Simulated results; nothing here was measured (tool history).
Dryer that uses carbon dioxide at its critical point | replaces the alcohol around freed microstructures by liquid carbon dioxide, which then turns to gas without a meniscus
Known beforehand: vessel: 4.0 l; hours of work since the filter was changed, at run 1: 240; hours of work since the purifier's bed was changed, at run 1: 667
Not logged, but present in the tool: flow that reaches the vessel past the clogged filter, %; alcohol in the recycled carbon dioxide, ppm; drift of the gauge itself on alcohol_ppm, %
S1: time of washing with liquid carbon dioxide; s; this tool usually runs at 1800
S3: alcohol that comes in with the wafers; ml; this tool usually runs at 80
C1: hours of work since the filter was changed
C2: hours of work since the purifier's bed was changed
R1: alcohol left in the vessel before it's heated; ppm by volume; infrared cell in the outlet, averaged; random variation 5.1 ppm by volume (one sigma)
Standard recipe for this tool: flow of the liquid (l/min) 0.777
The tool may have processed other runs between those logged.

run 1 day=0.000 | S1=1800 flow_of_the_liquid_(l/min)=0.777 S3=80 | C1=240 C2=667 | R1=141
run 2 day=1.092 | S1=1800 flow_of_the_liquid_(l/min)=0.777 S3=42 | C1=257 C2=684 | R1=101
run 3 day=1.838 | S1=1800 flow_of_the_liquid_(l/min)=0.777 S3=80 | C1=268 C2=696 | R1=142
run 4 day=2.696 | S1=1800 flow_of_the_liquid_(l/min)=0.924 S3=80 | C1=281 C2=709 | R1=73
run 5 day=4.233 | S1=1800 flow_of_the_liquid_(l/min)=0.924 S3=80 | C1=305 C2=732 | R1=79
run 6 day=5.238 | S1=1800 flow_of_the_liquid_(l/min)=0.924 S3=80 | C1=320 C2=748 | R1=94
run 7 day=6.621 | S1=1800 flow_of_the_liquid_(l/min)=0.924 S3=80 | C1=341 C2=769 | R1=84
run 8 day=7.979 | S1=1620 flow_of_the_liquid_(l/min)=0.924 S3=80 | C1=362 C2=790 | R1=125
-- day=8.942 inlet filter changed
run 9 day=8.979 | S1=1620 flow_of_the_liquid_(l/min)=0.924 S3=80 | C1=1 C2=804 | R1=83
run 10 day=10.292 | S1=1620 flow_of_the_liquid_(l/min)=0.924 S3=93 | C1=21 C2=824 | R1=96
run 11 day=11.083 | S1=1620 flow_of_the_liquid_(l/min)=0.924 S3=93 | C1=33 C2=836 | R1=112
run 12 day=11.938 | S1=1620 flow_of_the_liquid_(l/min)=0.924 S3=93 | C1=46 C2=849 | R1=102
run 13 day=12.729 | S1=1620 flow_of_the_liquid_(l/min)=0.924 S3=20 | C1=58 C2=862 | R1=69
run 14 day=13.938 | S1=1620 flow_of_the_liquid_(l/min)=0.924 S3=20 | C1=76 C2=880 | R1=59
run 15 day=15.212 | S1=1800 flow_of_the_liquid_(l/min)=0.777 S3=80 | C1=96 C2=900 | R1=128
run 16 day=16.183 | S1=1800 flow_of_the_liquid_(l/min)=0.777 S3=119 | C1=111 C2=914 | R1=181
run 17 day=17.338 | S1=1800 flow_of_the_liquid_(l/min)=0.777 S3=71 | C1=128 C2=932 | R1=122
run 18 day=18.396 | S1=1800 flow_of_the_liquid_(l/min)=0.777 S3=76 | C1=145 C2=948 | R1=129
run 19 day=19.729 | S1=1800 flow_of_the_liquid_(l/min)=0.777 S3=76 | C1=165 C2=969 | R1=128
run 20 day=21.067 | S1=1800 flow_of_the_liquid_(l/min)=0.472 S3=80 | C1=186 C2=989 | R1=796
run 21 day=22.438 | S1=1800 flow_of_the_liquid_(l/min)=1.253 S3=80 | C1=207 C2=1010 | R1=57
run 22 day=23.479 | S1=1800 flow_of_the_liquid_(l/min)=0.777 S3=57 | C1=222 C2=1026 | R1=115
run 23 day=25.142 | S1=1320 flow_of_the_liquid_(l/min)=0.777 S3=76 | C1=248 C2=1052 | R1=474
run 24 day=25.888 | S1=1320 flow_of_the_liquid_(l/min)=0.777 S3=76 | C1=259 C2=1063 | R1=460
run 25 day=27.104 | S1=1320 flow_of_the_liquid_(l/min)=0.777 S3=76 | C1=278 C2=1082 | R1=479
run 26 day=27.929 | S1=1320 flow_of_the_liquid_(l/min)=0.777 S3=76 | C1=291 C2=1094 | R1=487
run 27 day=28.904 | S1=1560 flow_of_the_liquid_(l/min)=0.623 S3=20 | C1=306 C2=1109 | R1=183
run 28 day=30.321 | S1=1800 flow_of_the_liquid_(l/min)=0.845 S3=80 | C1=327 C2=1131 | R1=132
run 29 day=31.717 | S1=1800 flow_of_the_liquid_(l/min)=0.545 S3=28 | C1=349 C2=1152 | R1=244
run 30 day=32.962 | S1=1440 flow_of_the_liquid_(l/min)=1.043 S3=79 | C1=368 C2=1171 | R1=153
-- day=33.638 inlet filter changed
run 31 day=34.317 | S1=1560 flow_of_the_liquid_(l/min)=1.213 S3=71 | C1=10 C2=1191 | R1=66
run 32 day=35.433 | S1=1560 flow_of_the_liquid_(l/min)=1.213 S3=71 | C1=27 C2=1208 | R1=68
run 33 day=36.512 | S1=1680 flow_of_the_liquid_(l/min)=0.583 S3=80 | C1=44 C2=1225 | R1=446
run 34 day=37.804 | S1=2580 flow_of_the_liquid_(l/min)=1.130 S3=78 | C1=64 C2=1245 | R1=62
run 35 day=38.788 | S1=2580 flow_of_the_liquid_(l/min)=1.130 S3=78 | C1=79 C2=1260 | R1=60
run 36 day=39.783 | S1=1800 flow_of_the_liquid_(l/min)=0.602 S3=59 | C1=94 C2=1275 | R1=250
run 37 day=41.200 | S1=1800 flow_of_the_liquid_(l/min)=0.585 S3=80 | C1=116 C2=1297 | R1=360
run 38 day=42.833 | S1=1800 flow_of_the_liquid_(l/min)=0.986 S3=80 | C1=141 C2=1322 | R1=76
run 39 day=44.500 | S1=1800 flow_of_the_liquid_(l/min)=0.986 S3=80 | C1=166 C2=1347 | R1=81
run 40 day=45.429 | S1=1080 flow_of_the_liquid_(l/min)=0.496 S3=45 | C1=180 C2=1361 | R1=1436
run 41 day=47.025 | S1=1080 flow_of_the_liquid_(l/min)=0.496 S3=45 | C1=205 C2=1386 | R1=1452
run 42 day=47.888 | S1=1680 flow_of_the_liquid_(l/min)=0.496 S3=53 | C1=218 C2=1399 | R1=625
run 43 day=48.917 | S1=1440 flow_of_the_liquid_(l/min)=0.643 S3=65 | C1=234 C2=1415 | R1=538

Each run again, without the hidden state but with its own random variation kept:
run=1 R1=83
run=2 R1=55
run=3 R1=77
run=4 R1=27
run=5 R1=29
run=6 R1=43
run=7 R1=30
run=8 R1=51
run=9 R1=48
run=10 R1=58
run=11 R1=71
run=12 R1=59
run=13 R1=31
run=14 R1=20
run=15 R1=76
run=16 R1=117
run=17 R1=65
run=18 R1=72
run=19 R1=65
run=20 R1=610
run=21 R1=13
run=22 R1=49
run=23 R1=310
run=24 R1=295
run=25 R1=303
run=26 R1=304
run=27 R1=95
run=28 R1=46
run=29 R1=129
run=30 R1=57
run=31 R1=15
run=32 R1=17
run=33 R1=373
run=34 R1=11
run=35 R1=10
run=36 R1=175
run=37 R1=264
run=38 R1=17
run=39 R1=20
run=40 R1=1226
run=41 R1=1222
run=42 R1=454
run=43 R1=373
